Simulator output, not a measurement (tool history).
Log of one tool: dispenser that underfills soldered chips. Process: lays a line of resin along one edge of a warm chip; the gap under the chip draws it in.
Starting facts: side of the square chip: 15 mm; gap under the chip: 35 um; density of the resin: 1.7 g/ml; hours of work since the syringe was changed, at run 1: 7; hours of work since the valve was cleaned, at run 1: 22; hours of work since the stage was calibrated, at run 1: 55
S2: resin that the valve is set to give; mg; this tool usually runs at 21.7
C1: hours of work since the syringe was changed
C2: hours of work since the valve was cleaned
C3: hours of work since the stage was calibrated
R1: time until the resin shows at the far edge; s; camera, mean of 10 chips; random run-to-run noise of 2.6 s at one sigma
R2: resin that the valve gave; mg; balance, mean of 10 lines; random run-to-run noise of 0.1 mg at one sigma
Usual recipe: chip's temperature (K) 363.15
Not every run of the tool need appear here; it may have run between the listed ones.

run 1 hour=0 | chip's_temperature_(K)=363.15 S2=21.7 | C1=7 C2=22 C3=55 | R1=325.9 R2=21.3
-- hour=5 new syringe of resin
run 2 hour=5 | chip's_temperature_(K)=363.15 S2=21.7 | C1=0 C2=25 C3=58 | R1=252 R2=21.37
run 3 hour=10.1 | chip's_temperature_(K)=363.15 S2=21.7 | C1=4 C2=29 C3=62 | R1=287.4 R2=21.3
-- hour=19.7 new syringe of resin
run 4 hour=20.7 | chip's_temperature_(K)=365.15 S2=21.7 | C1=1 C2=36 C3=69 | R1=246.4 R2=21.32
run 5 hour=29.5 | chip's_temperature_(K)=365.15 S2=21.7 | C1=7 C2=43 C3=75 | R1=297.8 R2=21.17
-- hour=34.3 new syringe of resin
run 6 hour=34.5 | chip's_temperature_(K)=365.15 S2=21.7 | C1=0 C2=46 C3=79 | R1=241 R2=21.15
-- hour=43.8 dispensing valve cleaned and set on the balance
run 7 hour=46 | chip's_temperature_(K)=363.15 S2=21.7 | C1=8 C2=2 C3=86 | R1=333.2 R2=21.81
-- hour=49.6 new syringe of resin
run 8 hour=51.3 | chip's_temperature_(K)=363.15 S2=22.7 | C1=1 C2=5 C3=90 | R1=266.1 R2=22.69
run 9 hour=56.3 | chip's_temperature_(K)=363.15 S2=22.7 | C1=5 C2=9 C3=93 | R1=302.5 R2=22.83
run 10 hour=62.9 | chip's_temperature_(K)=363.15 S2=19.8 | C1=10 C2=13 C3=98 | R1=350.6 R2=19.65
-- hour=64.1 new syringe of resin
run 11 hour=71.3 | chip's_temperature_(K)=363.15 S2=19.8 | C1=5 C2=19 C3=104 | R1=305 R2=19.65
run 12 hour=76.2 | chip's_temperature_(K)=363.15 S2=21.7 | C1=9 C2=23 C3=107 | R1=343.6 R2=21.37
-- hour=79.1 new syringe of resin
run 13 hour=84.5 | chip's_temperature_(K)=363.15 S2=21.7 | C1=4 C2=28 C3=113 | R1=290.2 R2=21.31
-- hour=93.8 new syringe of resin
run 14 hour=95.3 | chip's_temperature_(K)=363.15 S2=21.7 | C1=1 C2=36 C3=121 | R1=266.8 R2=21.18
run 15 hour=103.2 | chip's_temperature_(K)=363.15 S2=21.7 | C1=7 C2=42 C3=126 | R1=321.7 R2=21.13
run 16 hour=107.5 | chip's_temperature_(K)=363.15 S2=21.7 | C1=10 C2=45 C3=129 | R1=354.2 R2=21.15
-- hour=108.4 new syringe of resin
run 17 hour=113.3 | chip's_temperature_(K)=363.15 S2=21.7 | C1=3 C2=49 C3=133 | R1=283.2 R2=21.13
-- hour=118.7 dispensing valve cleaned and set on the balance
-- hour=123.8 new syringe of resin
run 18 hour=125.1 | chip's_temperature_(K)=363.15 S2=21.7 | C1=1 C2=4 C3=141 | R1=265.1 R2=21.67
run 19 hour=131.8 | chip's_temperature_(K)=363.15 S2=25.9 | C1=6 C2=9 C3=146 | R1=304 R2=25.65
-- hour=138.2 new syringe of resin
run 20 hour=138.2 | chip's_temperature_(K)=372.15 S2=21.7 | C1=0 C2=14 C3=150 | R1=174.6 R2=21.5
run 21 hour=147.1 | chip's_temperature_(K)=370.15 S2=25 | C1=6 C2=20 C3=156 | R1=230.2 R2=24.68
-- hour=153 new syringe of resin
run 22 hour=154.7 | chip's_temperature_(K)=362.15 S2=23.1 | C1=1 C2=25 C3=162 | R1=278.6 R2=22.53
run 23 hour=163.8 | chip's_temperature_(K)=364.15 S2=21.4 | C1=8 C2=32 C3=168 | R1=318.9 R2=20.94
-- hour=167.7 new syringe of resin
run 24 hour=173.9 | chip's_temperature_(K)=372.15 S2=20.9 | C1=4 C2=39 C3=175 | R1=198.5 R2=20.44
-- hour=182.5 new syringe of resin
run 25 hour=183 | chip's_temperature_(K)=372.15 S2=20.9 | C1=0 C2=45 C3=181 | R1=177.2 R2=20.22
run 26 hour=190.1 | chip's_temperature_(K)=372.15 S2=20.9 | C1=5 C2=50 C3=186 | R1=210.5 R2=20.21
-- hour=193.7 dispensing valve cleaned and set on the balance
-- hour=198.3 new syringe of resin
run 27 hour=198.7 | chip's_temperature_(K)=363.15 S2=19.8 | C1=0 C2=3 C3=192 | R1=254 R2=19.72
run 28 hour=203.5 | chip's_temperature_(K)=348.15 S2=23.6 | C1=4 C2=7 C3=195 | R1=546.5 R2=23.33
run 29 hour=208.6 | chip's_temperature_(K)=375.15 S2=20.6 | C1=7 C2=10 C3=199 | R1=198.3 R2=20.47
-- hour=212.8 new syringe of resin
run 30 hour=216.5 | chip's_temperature_(K)=354.15 S2=21.7 | C1=3 C2=16 C3=204 | R1=407.5 R2=21.49
run 31 hour=221.2 | chip's_temperature_(K)=353.15 S2=24.6 | C1=6 C2=19 C3=207 | R1=467.3 R2=24.18
-- hour=228 new syringe of resin
run 32 hour=229.6 | chip's_temperature_(K)=353.15 S2=24.6 | C1=1 C2=25 C3=213 | R1=409.7 R2=24.15
run 33 hour=238.1 | chip's_temperature_(K)=353.15 S2=24.6 | C1=7 C2=31 C3=219 | R1=502 R2=23.94
-- hour=242.9 new syringe of resin
run 34 hour=246.5 | chip's_temperature_(K)=351.15 S2=19.8 | C1=3 C2=37 C3=225 | R1=490.4 R2=19.32
run 35 hour=252.1 | chip's_temperature_(K)=371.15 S2=18.7 | C1=7 C2=41 C3=229 | R1=232.6 R2=18.23

Alternative continuations, all from the tool just after run 35; predict every row:
-- hour=257.2 new syringe of resin
run A hour=260.2 | chip's_temperature_(K)=365.15 S2=19.2 | C1=2 C2=46 C3=235 | R1=? R2=?
-- hour=257.2 new syringe of resin
run B hour=260.2 | chip's_temperature_(K)=371.15 S2=22.3 | C1=2 C2=46 C3=235 | R1=? R2=?
-- hour=257.2 new syringe of resin
run C hour=260.2 | chip's_temperature_(K)=368.15 S2=20 | C1=2 C2=46 C3=235 | R1=? R2=?
-- hour=257.2 new syringe of resin
run D hour=260.2 | chip's_temperature_(K)=367.15 S2=21 | C1=2 C2=46 C3=235 | R1=? R2=?

run=A R1=257.7 R2=18.76
run=B R1=190.8 R2=21.52
run=C R1=222.1 R2=19.32
run=D R1=234.1 R2=20.43
Stripped of hidden state, with their random variation kept, the same runs would have yielded:
run=A R1=243.7 R2=19.36
run=B R1=180.8 R2=22.21
run=C R1=210.1 R2=19.95
run=D R1=221.8 R2=21.09
